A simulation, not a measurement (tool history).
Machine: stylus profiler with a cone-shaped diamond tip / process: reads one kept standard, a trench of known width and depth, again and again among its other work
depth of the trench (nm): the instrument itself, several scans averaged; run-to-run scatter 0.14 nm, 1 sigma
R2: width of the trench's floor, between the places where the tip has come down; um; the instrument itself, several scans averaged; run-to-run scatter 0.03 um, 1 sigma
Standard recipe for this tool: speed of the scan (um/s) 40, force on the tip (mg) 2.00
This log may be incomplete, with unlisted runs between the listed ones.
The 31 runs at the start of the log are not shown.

run 32 hour=339.6 | speed_of_the_scan_(um/s)=64 force_on_the_tip_(mg)=2.35 | depth_of_the_trench_(nm)=503.72 R2=46.69
run 33 hour=347.4 | speed_of_the_scan_(um/s)=11 force_on_the_tip_(mg)=1.02 | depth_of_the_trench_(nm)=502.08 R2=46.92
run 34 hour=360.7 | speed_of_the_scan_(um/s)=92 force_on_the_tip_(mg)=3.52 | depth_of_the_trench_(nm)=504.98 R2=46.69
run 35 hour=372.4 | speed_of_the_scan_(um/s)=40 force_on_the_tip_(mg)=1.99 | depth_of_the_trench_(nm)=503.32 R2=46.76
run 36 hour=383.4 | speed_of_the_scan_(um/s)=40 force_on_the_tip_(mg)=1.99 | depth_of_the_trench_(nm)=503.47 R2=46.84
run 37 hour=392.3 | speed_of_the_scan_(um/s)=30 force_on_the_tip_(mg)=3.70 | depth_of_the_trench_(nm)=505.42 R2=46.90
run 38 hour=405.3 | speed_of_the_scan_(um/s)=50 force_on_the_tip_(mg)=3.70 | depth_of_the_trench_(nm)=505.14 R2=46.76
run 39 hour=414.6 | speed_of_the_scan_(um/s)=50 force_on_the_tip_(mg)=3.70 | depth_of_the_trench_(nm)=505.17 R2=46.86
run 40 hour=429.5 | speed_of_the_scan_(um/s)=40 force_on_the_tip_(mg)=1.02 | depth_of_the_trench_(nm)=502.20 R2=46.71
run 41 hour=441.3 | speed_of_the_scan_(um/s)=40 force_on_the_tip_(mg)=1.02 | depth_of_the_trench_(nm)=502.27 R2=46.71
run 42 hour=454.2 | speed_of_the_scan_(um/s)=40 force_on_the_tip_(mg)=0.79 | depth_of_the_trench_(nm)=501.70 R2=46.68
run 43 hour=461.7 | speed_of_the_scan_(um/s)=40 force_on_the_tip_(mg)=0.79 | depth_of_the_trench_(nm)=501.58 R2=46.69
run 44 hour=469.1 | speed_of_the_scan_(um/s)=40 force_on_the_tip_(mg)=0.79 | depth_of_the_trench_(nm)=501.99 R2=46.69
run 45 hour=476.6 | speed_of_the_scan_(um/s)=14 force_on_the_tip_(mg)=5.46 | depth_of_the_trench_(nm)=506.71 R2=46.94
run 46 hour=488.5 | speed_of_the_scan_(um/s)=14 force_on_the_tip_(mg)=5.46 | depth_of_the_trench_(nm)=506.62 R2=46.90

Branching from run 46: 3 alternative next runs. What would each branch give?
run A hour=503.5 | speed_of_the_scan_(um/s)=14 force_on_the_tip_(mg)=2.00 | depth_of_the_trench_(nm)=? R2=?
run B hour=503.5 | speed_of_the_scan_(um/s)=47 force_on_the_tip_(mg)=5.46 | depth_of_the_trench_(nm)=? R2=?
run C hour=503.5 | speed_of_the_scan_(um/s)=41 force_on_the_tip_(mg)=5.89 | depth_of_the_trench_(nm)=? R2=?

run=A depth_of_the_trench_(nm)=503.29 R2=46.91
run=B depth_of_the_trench_(nm)=506.61 R2=46.86
run=C depth_of_the_trench_(nm)=506.93 R2=46.84
Stripped of hidden state, with their random variation kept, the same runs would have yielded:
run=A depth_of_the_trench_(nm)=503.29 R2=46.92
run=B depth_of_the_trench_(nm)=506.62 R2=46.87
run=C depth_of_the_trench_(nm)=506.94 R2=46.85
